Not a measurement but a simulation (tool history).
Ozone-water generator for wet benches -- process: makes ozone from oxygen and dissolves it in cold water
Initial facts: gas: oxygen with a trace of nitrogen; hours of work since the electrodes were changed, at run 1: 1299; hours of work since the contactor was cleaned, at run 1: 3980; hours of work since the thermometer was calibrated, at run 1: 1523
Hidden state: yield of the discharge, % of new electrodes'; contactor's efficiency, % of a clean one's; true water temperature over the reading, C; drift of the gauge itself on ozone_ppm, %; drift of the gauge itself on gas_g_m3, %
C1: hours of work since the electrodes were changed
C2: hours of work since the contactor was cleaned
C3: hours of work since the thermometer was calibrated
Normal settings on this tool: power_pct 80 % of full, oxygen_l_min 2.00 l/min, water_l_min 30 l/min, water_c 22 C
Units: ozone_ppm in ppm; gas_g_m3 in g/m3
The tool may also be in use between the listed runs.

run 1 hour=0.0 | power_pct=80 oxygen_l_min=2.00 water_l_min=30 water_c=22 | C1=1299 C2=3980 C3=1523 | ozone_ppm=7.8 gas_g_m3=179.1
run 2 hour=24.9 | power_pct=80 oxygen_l_min=2.00 water_l_min=30 water_c=22 | C1=1321 C2=4002 C3=1545 | ozone_ppm=7.9 gas_g_m3=178.7
run 3 hour=54.4 | power_pct=80 oxygen_l_min=2.00 water_l_min=30 water_c=22 | C1=1347 C2=4028 C3=1571 | ozone_ppm=7.4 gas_g_m3=178.3
run 4 hour=96.3 | power_pct=80 oxygen_l_min=2.00 water_l_min=30 water_c=22 | C1=1383 C2=4065 C3=1607 | ozone_ppm=7.6 gas_g_m3=179.0
run 5 hour=121.8 | power_pct=80 oxygen_l_min=2.00 water_l_min=30 water_c=22 | C1=1406 C2=4087 C3=1630 | ozone_ppm=7.7 gas_g_m3=177.0
run 6 hour=162.9 | power_pct=80 oxygen_l_min=1.55 water_l_min=30 water_c=22 | C1=1442 C2=4124 C3=1666 | ozone_ppm=6.7 gas_g_m3=192.5
run 7 hour=186.3 | power_pct=80 oxygen_l_min=1.55 water_l_min=30 water_c=22 | C1=1462 C2=4144 C3=1686 | ozone_ppm=6.7 gas_g_m3=191.7
run 8 hour=210.4 | power_pct=80 oxygen_l_min=1.55 water_l_min=30 water_c=22 | C1=1483 C2=4165 C3=1708 | ozone_ppm=6.5 gas_g_m3=193.0
run 9 hour=230.8 | power_pct=80 oxygen_l_min=1.55 water_l_min=30 water_c=22 | C1=1501 C2=4183 C3=1725 | ozone_ppm=6.7 gas_g_m3=189.9
run 10 hour=261.2 | power_pct=80 oxygen_l_min=2.00 water_l_min=30 water_c=22 | C1=1528 C2=4210 C3=1752 | ozone_ppm=7.6 gas_g_m3=178.5
run 11 hour=286.6 | power_pct=80 oxygen_l_min=2.00 water_l_min=30 water_c=22 | C1=1550 C2=4232 C3=1774 | ozone_ppm=7.5 gas_g_m3=176.9
run 12 hour=326.5 | power_pct=80 oxygen_l_min=2.00 water_l_min=30 water_c=22 | C1=1585 C2=4267 C3=1809 | ozone_ppm=7.7 gas_g_m3=179.4
run 13 hour=359.2 | power_pct=80 oxygen_l_min=2.00 water_l_min=30 water_c=22 | C1=1614 C2=4296 C3=1838 | ozone_ppm=7.3 gas_g_m3=175.3
run 14 hour=407.3 | power_pct=80 oxygen_l_min=2.00 water_l_min=30 water_c=22 | C1=1656 C2=4338 C3=1880 | ozone_ppm=7.6 gas_g_m3=178.9
run 15 hour=454.1 | power_pct=80 oxygen_l_min=2.00 water_l_min=30 water_c=14 | C1=1698 C2=4379 C3=1922 | ozone_ppm=8.0 gas_g_m3=179.0
run 16 hour=501.2 | power_pct=80 oxygen_l_min=2.00 water_l_min=29 water_c=14 | C1=1739 C2=4421 C3=1963 | ozone_ppm=8.2 gas_g_m3=176.2
run 17 hour=536.7 | power_pct=80 oxygen_l_min=2.00 water_l_min=29 water_c=14 | C1=1770 C2=4452 C3=1994 | ozone_ppm=8.0 gas_g_m3=178.1
run 18 hour=569.3 | power_pct=98 oxygen_l_min=1.84 water_l_min=29 water_c=20 | C1=1799 C2=4480 C3=2023 | ozone_ppm=8.6 gas_g_m3=205.0
run 19 hour=599.5 | power_pct=86 oxygen_l_min=2.00 water_l_min=20 water_c=17 | C1=1825 C2=4507 C3=2049 | ozone_ppm=12.3 gas_g_m3=185.0
run 20 hour=640.4 | power_pct=53 oxygen_l_min=1.46 water_l_min=30 water_c=22 | C1=1861 C2=4543 C3=2085 | ozone_ppm=5.3 gas_g_m3=154.7
run 21 hour=669.2 | power_pct=67 oxygen_l_min=1.93 water_l_min=30 water_c=22 | C1=1886 C2=4568 C3=2110 | ozone_ppm=6.7 gas_g_m3=162.3
run 22 hour=708.8 | power_pct=67 oxygen_l_min=1.93 water_l_min=30 water_c=22 | C1=1921 C2=4603 C3=2145 | ozone_ppm=6.6 gas_g_m3=162.5
run 23 hour=745.7 | power_pct=74 oxygen_l_min=3.08 water_l_min=30 water_c=19 | C1=1954 C2=4635 C3=2178 | ozone_ppm=8.9 gas_g_m3=147.5
run 24 hour=783.3 | power_pct=51 oxygen_l_min=3.08 water_l_min=40 water_c=20 | C1=1987 C2=4668 C3=2211 | ozone_ppm=5.4 gas_g_m3=121.4
run 25 hour=815.7 | power_pct=56 oxygen_l_min=2.00 water_l_min=23 water_c=22 | C1=2015 C2=4697 C3=2239 | ozone_ppm=7.8 gas_g_m3=142.7
run 26 hour=852.3 | power_pct=64 oxygen_l_min=2.00 water_l_min=30 water_c=22 | C1=2047 C2=4729 C3=2271 | ozone_ppm=6.5 gas_g_m3=154.5
run 27 hour=873.1 | power_pct=64 oxygen_l_min=2.00 water_l_min=18 water_c=22 | C1=2066 C2=4747 C3=2290 | ozone_ppm=11.0 gas_g_m3=155.4
run 28 hour=914.2 | power_pct=64 oxygen_l_min=2.00 water_l_min=18 water_c=22 | C1=2102 C2=4783 C3=2326 | ozone_ppm=10.7 gas_g_m3=154.0
run 29 hour=959.2 | power_pct=64 oxygen_l_min=1.71 water_l_min=45 water_c=19 | C1=2141 C2=4823 C3=2365 | ozone_ppm=4.1 gas_g_m3=163.9
run 30 hour=1002.4 | power_pct=64 oxygen_l_min=1.71 water_l_min=45 water_c=19 | C1=2179 C2=4861 C3=2403 | ozone_ppm=3.9 gas_g_m3=163.8
run 31 hour=1026.3 | power_pct=64 oxygen_l_min=1.71 water_l_min=45 water_c=19 | C1=2200 C2=4882 C3=2424 | ozone_ppm=4.1 gas_g_m3=163.9
run 32 hour=1070.6 | power_pct=64 oxygen_l_min=1.71 water_l_min=45 water_c=19 | C1=2239 C2=4921 C3=2463 | ozone_ppm=4.0 gas_g_m3=163.4
run 33 hour=1106.8 | power_pct=80 oxygen_l_min=1.20 water_l_min=27 water_c=28 | C1=2271 C2=4953 C3=2495 | ozone_ppm=6.1 gas_g_m3=203.7

For some of the steps in ozone_ppm from one run to the next: how much would appear even if the tool had no hidden state, given the settings, what came in and random variation, and how much remains for the hidden state plus any gauge scatter that the measured result and the result without hidden state don't share?
Run 18 -> 19: power_pct 98 -> 86, oxygen_l_min 1.84 -> 2.00, water_l_min 29 -> 20, water_c 20 -> 17. ozone_ppm +3.7 ppm: hidden state -0.2, all else +3.9.
Run 19 -> 20: power_pct 86 -> 53, oxygen_l_min 2.00 -> 1.46, water_l_min 20 -> 30, water_c 17 -> 22. ozone_ppm -7.0 ppm: hidden state +0.4, all else -7.4.
Run 26 -> 27: water_l_min 30 -> 18. ozone_ppm +4.5 ppm: hidden state -0.2, all else +4.7.
Run 28 -> 29: oxygen_l_min 2.00 -> 1.71, water_l_min 18 -> 45, water_c 22 -> 19. ozone_ppm -6.6 ppm: hidden state +0.3, all else -6.9.

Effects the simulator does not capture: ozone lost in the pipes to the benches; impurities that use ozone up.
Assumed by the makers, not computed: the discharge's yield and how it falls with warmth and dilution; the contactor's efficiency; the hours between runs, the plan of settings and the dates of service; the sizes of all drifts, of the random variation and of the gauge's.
